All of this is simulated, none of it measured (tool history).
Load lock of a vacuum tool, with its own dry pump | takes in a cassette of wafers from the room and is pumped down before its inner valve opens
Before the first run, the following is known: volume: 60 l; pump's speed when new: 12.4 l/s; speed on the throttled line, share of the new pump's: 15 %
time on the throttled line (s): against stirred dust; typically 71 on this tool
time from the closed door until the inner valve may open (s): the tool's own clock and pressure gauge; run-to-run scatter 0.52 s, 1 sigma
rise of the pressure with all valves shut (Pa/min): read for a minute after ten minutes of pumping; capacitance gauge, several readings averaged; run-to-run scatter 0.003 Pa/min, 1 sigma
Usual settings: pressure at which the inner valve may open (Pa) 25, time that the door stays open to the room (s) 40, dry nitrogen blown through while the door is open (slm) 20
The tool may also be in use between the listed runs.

run,hour,time on the throttled line (s),pressure at which the inner valve may open (Pa),time that the door stays open to the room (s),dry nitrogen blown through while the door is open (slm),"incoming humidity of the room's air, %",time from the closed door until the inner valve may open (s),rise of the pressure with all valves shut (Pa/min)
1,0.0,71,25,40,20,45.0,101.7,0.127
2,328.9,71,25,30,20,44.4,101.6,0.123
3,489.0,71,25,40,20,44.5,101.8,0.129
4,677.2,71,25,40,20,43.8,102.0,0.143
5,865.1,71,25,40,20,44.3,101.3,0.137
6,1069.0,71,25,40,20,44.5,102.0,0.143
7,1390.5,71,25,40,20,45.4,102.8,0.141
8,1627.8,71,25,40,20,41.4,101.9,0.151
9,1793.3,71,25,40,20,44.1,102.1,0.154
10,2059.0,71,25,40,20,44.2,102.8,0.156
11,2204.6,71,25,40,20,42.7,102.2,0.160
12,2456.3,71,25,40,20,44.3,102.1,0.165
13,2700.8,71,25,40,20,47.4,102.4,0.177
14,2998.9,71,25,40,20,42.5,102.6,0.184
15,3269.7,71,25,40,20,43.8,102.7,0.179
16,3433.1,71,25,40,20,43.6,102.6,0.179
17,3605.1,71,25,40,20,47.4,101.7,0.191
18,3781.9,71,30,27,5,44.0,102.2,0.199
19,4048.7,71,30,27,5,44.5,102.1,0.208
20,4314.4,71,30,27,5,42.4,100.8,0.207
21,4459.6,67,21,60,11,42.4,100.5,0.209
22,4665.4,71,50,40,5,45.3,99.2,0.225
23,4850.1,71,50,40,5,45.9,98.7,0.227
24,5026.2,39,25,40,8,49.0,75.6,0.230
25,5254.0,112,37,101,21,48.3,134.7,0.230
26,5398.5,57,37,91,15,46.5,88.6,0.229
27,5617.5,71,50,42,29,43.0,99.9,0.220

Measured minus without-hidden-state, run by run (identical run-to-run variation in each term; gauge scatter may differ):
The tool's hidden condition here consists of: pump's speed, % of a new pump's; leak at the door's seal, Pa l/s; drift of the gauge itself on ready_s, %; drift of the gauge itself on rise_pa_min, %.
run,time from the closed door until the inner valve may open (s),rise of the pressure with all valves shut (Pa/min)
1,+1.1,+0.104
2,+1.2,+0.109
3,+1.2,+0.110
4,+1.3,+0.115
5,+1.3,+0.116
6,+1.4,+0.120
7,+1.4,+0.124
8,+1.4,+0.129
9,+1.5,+0.133
10,+1.5,+0.136
11,+1.6,+0.142
12,+1.6,+0.143
13,+1.6,+0.149
14,+1.7,+0.156
15,+1.7,+0.159
16,+1.8,+0.160
17,+1.7,+0.166
18,+1.8,+0.169
19,+1.8,+0.174
20,+1.8,+0.176
21,+2.1,+0.182
22,+1.7,+0.184
23,+1.7,+0.187
24,+2.3,+0.193
25,+1.5,+0.194
26,+2.1,+0.193
27,+1.9,+0.200
